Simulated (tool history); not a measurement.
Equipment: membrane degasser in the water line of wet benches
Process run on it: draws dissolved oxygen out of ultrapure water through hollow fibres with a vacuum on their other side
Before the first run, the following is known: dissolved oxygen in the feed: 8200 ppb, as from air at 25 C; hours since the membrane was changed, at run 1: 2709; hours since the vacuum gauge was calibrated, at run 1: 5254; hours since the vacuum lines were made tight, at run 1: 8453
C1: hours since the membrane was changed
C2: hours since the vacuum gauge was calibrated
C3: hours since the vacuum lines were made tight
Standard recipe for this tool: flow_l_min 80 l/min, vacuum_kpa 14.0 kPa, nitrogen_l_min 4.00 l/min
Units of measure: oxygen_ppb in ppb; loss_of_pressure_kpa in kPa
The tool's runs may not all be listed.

run 1 hour=0.0 | flow_l_min=80 vacuum_kpa=14.0 nitrogen_l_min=4.00 | C1=2709 C2=5254 C3=8453 | oxygen_ppb=669.4 loss_of_pressure_kpa=31.56
run 2 hour=81.2 | flow_l_min=80 vacuum_kpa=10.1 nitrogen_l_min=4.00 | C1=2790 C2=5335 C3=8534 | oxygen_ppb=508.7 loss_of_pressure_kpa=31.40
run 3 hour=148.2 | flow_l_min=50 vacuum_kpa=14.0 nitrogen_l_min=4.00 | C1=2857 C2=5402 C3=8601 | oxygen_ppb=353.8 loss_of_pressure_kpa=20.02
run 4 hour=235.0 | flow_l_min=80 vacuum_kpa=14.0 nitrogen_l_min=4.00 | C1=2944 C2=5489 C3=8688 | oxygen_ppb=671.0 loss_of_pressure_kpa=31.76
run 5 hour=286.7 | flow_l_min=80 vacuum_kpa=14.0 nitrogen_l_min=4.00 | C1=2996 C2=5541 C3=8740 | oxygen_ppb=663.3 loss_of_pressure_kpa=32.14
run 6 hour=334.5 | flow_l_min=80 vacuum_kpa=14.0 nitrogen_l_min=4.00 | C1=3044 C2=5589 C3=8788 | oxygen_ppb=666.7 loss_of_pressure_kpa=31.82
run 7 hour=393.7 | flow_l_min=80 vacuum_kpa=14.0 nitrogen_l_min=4.00 | C1=3103 C2=5648 C3=8847 | oxygen_ppb=666.6 loss_of_pressure_kpa=31.74
run 8 hour=475.2 | flow_l_min=81 vacuum_kpa=14.0 nitrogen_l_min=4.00 | C1=3184 C2=5729 C3=8928 | oxygen_ppb=683.8 loss_of_pressure_kpa=32.50
run 9 hour=590.1 | flow_l_min=81 vacuum_kpa=14.0 nitrogen_l_min=4.00 | C1=3299 C2=5844 C3=9043 | oxygen_ppb=690.5 loss_of_pressure_kpa=32.78
run 10 hour=690.7 | flow_l_min=81 vacuum_kpa=14.0 nitrogen_l_min=4.00 | C1=3400 C2=5945 C3=9144 | oxygen_ppb=676.1 loss_of_pressure_kpa=32.72
run 11 hour=738.7 | flow_l_min=81 vacuum_kpa=14.0 nitrogen_l_min=4.00 | C1=3448 C2=5993 C3=9192 | oxygen_ppb=677.8 loss_of_pressure_kpa=32.63
run 12 hour=846.9 | flow_l_min=81 vacuum_kpa=14.0 nitrogen_l_min=4.00 | C1=3556 C2=6101 C3=9300 | oxygen_ppb=682.1 loss_of_pressure_kpa=32.71
run 13 hour=897.5 | flow_l_min=81 vacuum_kpa=14.0 nitrogen_l_min=4.00 | C1=3607 C2=6151 C3=9351 | oxygen_ppb=674.5 loss_of_pressure_kpa=33.19
run 14 hour=956.5 | flow_l_min=80 vacuum_kpa=23.7 nitrogen_l_min=4.00 | C1=3666 C2=6210 C3=9410 | oxygen_ppb=1010.7 loss_of_pressure_kpa=32.74
run 15 hour=1027.4 | flow_l_min=80 vacuum_kpa=14.0 nitrogen_l_min=1.66 | C1=3736 C2=6281 C3=9481 | oxygen_ppb=1107.4 loss_of_pressure_kpa=32.48
run 16 hour=1100.1 | flow_l_min=80 vacuum_kpa=14.0 nitrogen_l_min=4.91 | C1=3809 C2=6354 C3=9553 | oxygen_ppb=592.6 loss_of_pressure_kpa=32.91
run 17 hour=1162.2 | flow_l_min=80 vacuum_kpa=14.0 nitrogen_l_min=4.91 | C1=3871 C2=6416 C3=9615 | oxygen_ppb=589.6 loss_of_pressure_kpa=32.56
-- hour=1243.3 gauge calibrated
run 18 hour=1274.7 | flow_l_min=80 vacuum_kpa=14.0 nitrogen_l_min=4.91 | C1=3984 C2=6529 C3=9728 | oxygen_ppb=593.4 loss_of_pressure_kpa=31.84
run 19 hour=1346.8 | flow_l_min=80 vacuum_kpa=14.0 nitrogen_l_min=4.91 | C1=4056 C2=6601 C3=9800 | oxygen_ppb=595.6 loss_of_pressure_kpa=31.86
run 20 hour=1453.0 | flow_l_min=103 vacuum_kpa=14.0 nitrogen_l_min=8.43 | C1=4162 C2=6707 C3=9906 | oxygen_ppb=706.2 loss_of_pressure_kpa=41.17
run 21 hour=1558.2 | flow_l_min=58 vacuum_kpa=9.7 nitrogen_l_min=4.00 | C1=4267 C2=6812 C3=10011 | oxygen_ppb=291.6 loss_of_pressure_kpa=23.37
run 22 hour=1629.9 | flow_l_min=55 vacuum_kpa=18.3 nitrogen_l_min=1.93 | C1=4339 C2=6884 C3=10083 | oxygen_ppb=913.9 loss_of_pressure_kpa=22.04
run 23 hour=1690.3 | flow_l_min=90 vacuum_kpa=16.8 nitrogen_l_min=2.21 | C1=4399 C2=6944 C3=10144 | oxygen_ppb=1233.1 loss_of_pressure_kpa=35.89
run 24 hour=1776.7 | flow_l_min=55 vacuum_kpa=33.6 nitrogen_l_min=1.83 | C1=4486 C2=7031 C3=10230 | oxygen_ppb=1653.8 loss_of_pressure_kpa=22.08
run 25 hour=1829.0 | flow_l_min=49 vacuum_kpa=9.8 nitrogen_l_min=4.00 | C1=4538 C2=7083 C3=10282 | oxygen_ppb=226.2 loss_of_pressure_kpa=19.46
run 26 hour=1881.9 | flow_l_min=91 vacuum_kpa=9.8 nitrogen_l_min=4.00 | C1=4591 C2=7136 C3=10335 | oxygen_ppb=608.4 loss_of_pressure_kpa=36.44
run 27 hour=1984.6 | flow_l_min=91 vacuum_kpa=9.8 nitrogen_l_min=4.00 | C1=4694 C2=7239 C3=10438 | oxygen_ppb=629.9 loss_of_pressure_kpa=36.60
run 28 hour=2050.8 | flow_l_min=91 vacuum_kpa=9.8 nitrogen_l_min=4.00 | C1=4760 C2=7305 C3=10504 | oxygen_ppb=618.5 loss_of_pressure_kpa=36.93
run 29 hour=2115.1 | flow_l_min=58 vacuum_kpa=14.0 nitrogen_l_min=4.00 | C1=4824 C2=7369 C3=10568 | oxygen_ppb=427.3 loss_of_pressure_kpa=23.52
run 30 hour=2220.1 | flow_l_min=84 vacuum_kpa=26.2 nitrogen_l_min=6.91 | C1=4929 C2=7474 C3=10673 | oxygen_ppb=832.9 loss_of_pressure_kpa=33.91
run 31 hour=2307.3 | flow_l_min=84 vacuum_kpa=26.2 nitrogen_l_min=6.91 | C1=5016 C2=7561 C3=10761 | oxygen_ppb=846.3 loss_of_pressure_kpa=34.04
run 32 hour=2388.0 | flow_l_min=101 vacuum_kpa=32.9 nitrogen_l_min=3.81 | C1=5097 C2=7642 C3=10841 | oxygen_ppb=1712.7 loss_of_pressure_kpa=41.11
run 33 hour=2447.8 | flow_l_min=51 vacuum_kpa=11.4 nitrogen_l_min=1.94 | C1=5157 C2=7702 C3=10901 | oxygen_ppb=489.3 loss_of_pressure_kpa=20.63

For each run, the measured value with the value that run would have given without the tool's hidden condition subtracted. The run-to-run variation is shared by both, the gauge scatter possibly not:
Unlogged tool condition in this case: membrane still open, %; true pressure behind the membrane over the reading, kPa; air that leaks in behind the membrane, l/min; drift of the gauge itself on oxygen_ppb, %; drift of the gauge itself on loss_of_pressure_kpa, %.
run=1 loss_of_pressure_kpa=+0.01
run=2 loss_of_pressure_kpa=+0.08
run=3 loss_of_pressure_kpa=+0.08
run=4 loss_of_pressure_kpa=+0.19
run=5 loss_of_pressure_kpa=+0.23
run=6 loss_of_pressure_kpa=+0.27
run=7 loss_of_pressure_kpa=+0.30
run=8 loss_of_pressure_kpa=+0.38
run=9 loss_of_pressure_kpa=+0.46
run=10 loss_of_pressure_kpa=+0.55
run=11 loss_of_pressure_kpa=+0.58
run=12 loss_of_pressure_kpa=+0.67
run=13 loss_of_pressure_kpa=+0.71
run=14 loss_of_pressure_kpa=+0.73
run=15 loss_of_pressure_kpa=+0.80
run=16 loss_of_pressure_kpa=+0.85
run=17 loss_of_pressure_kpa=+0.89
run=18 loss_of_pressure_kpa=+0.03
run=19 loss_of_pressure_kpa=+0.09
run=20 loss_of_pressure_kpa=+0.23
run=21 loss_of_pressure_kpa=+0.18
run=22 loss_of_pressure_kpa=+0.21
run=23 loss_of_pressure_kpa=+0.40
run=24 loss_of_pressure_kpa=+0.29
run=25 loss_of_pressure_kpa=+0.28
run=26 loss_of_pressure_kpa=+0.56
run=27 loss_of_pressure_kpa=+0.66
run=28 loss_of_pressure_kpa=+0.72
run=29 loss_of_pressure_kpa=+0.49
run=30 loss_of_pressure_kpa=+0.80
run=31 loss_of_pressure_kpa=+0.86
run=32 loss_of_pressure_kpa=+1.12
run=33 loss_of_pressure_kpa=+0.60
oxygen_ppb: at most 1.0 ppb away from the measurement, every run.

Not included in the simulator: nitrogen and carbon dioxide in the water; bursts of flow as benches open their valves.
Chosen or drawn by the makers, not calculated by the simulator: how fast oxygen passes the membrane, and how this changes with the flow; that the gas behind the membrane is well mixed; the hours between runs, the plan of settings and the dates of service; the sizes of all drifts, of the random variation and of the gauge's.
